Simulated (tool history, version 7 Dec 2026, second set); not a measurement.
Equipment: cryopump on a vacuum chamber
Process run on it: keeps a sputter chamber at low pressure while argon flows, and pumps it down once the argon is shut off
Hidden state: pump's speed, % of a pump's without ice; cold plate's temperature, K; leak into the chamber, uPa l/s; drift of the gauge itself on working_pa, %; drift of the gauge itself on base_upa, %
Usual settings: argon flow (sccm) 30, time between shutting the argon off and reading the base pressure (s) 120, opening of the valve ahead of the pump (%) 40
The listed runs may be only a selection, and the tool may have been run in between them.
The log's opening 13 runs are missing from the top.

run	hour	argon flow (sccm)	time between shutting the argon off and reading the base pressure (s)	opening of the valve ahead of the pump (%)	hours of work since the pump was warmed up and emptied	hours of work since the cold head was overhauled	hours of work since the chamber's fittings were tightened	pressure while argon flows (Pa)	pressure after the wait (uPa)
14	366.9	38	120	24	346	346	1424	0.1852	1.82
15	394.1	30	120	40	362	362	1440	0.0882	1.89
16	428.1	30	120	40	381	381	1459	0.0884	1.92
17	461.0	30	120	27	399	399	1478	0.1304	1.90
18	485.3	30	120	27	413	413	1491	0.1310	1.88
19	516.5	24	120	57	431	431	1509	0.0526	1.95
20	551.5	24	120	57	450	450	1529	0.0525	1.94
21	590.5	24	120	57	472	472	1551	0.0523	2.00
22	611.0	18	28	24	484	484	1562	0.0879	4.51
23	643.7	32	44	24	502	502	1581	0.1564	3.36
24	668.1	32	161	24	516	516	1595	0.1577	1.80
25	707.4	32	161	24	538	538	1617	0.1581	1.86
26	746.9	16	161	24	561	561	1639	0.0810	1.84
27	788.8	16	161	24	584	584	1663	0.0793	1.81
28	831.1	13	79	18	608	608	1687	0.0862	2.49
29	855.5	13	79	18	622	622	1700	0.0855	2.46
30	885.4	13	107	59	639	639	1717	0.0284	2.25
31	927.4	13	107	59	663	663	1741	0.0286	2.29
32	954.8	17	107	47	678	678	1756	0.0466	2.26
33	977.5	17	107	47	691	691	1769	0.0459	2.27

Forecast each of these 5 alternatives for the next run:
A	1001.3	21	28	40	704	704	1783	?	?
B	1001.3	39	41	46	704	704	1783	?	?
C	1001.3	14	107	24	704	704	1783	?	?
D	1001.3	30	48	40	704	704	1783	?	?
E	1001.3	44	107	22	704	704	1783	?	?

run	pressure while argon flows (Pa)	pressure after the wait (uPa)
A	0.0665	4.75
B	0.1098	3.79
C	0.0700	2.35
D	0.0942	3.53
E	0.2405	2.38
Take away the tool's hidden state, keep each run's random variation, and the runs would have read:
run	pressure while argon flows (Pa)	pressure after the wait (uPa)
A	0.0592	3.53
B	0.0963	2.55
C	0.0651	1.10
D	0.0839	2.25
E	0.2253	1.12
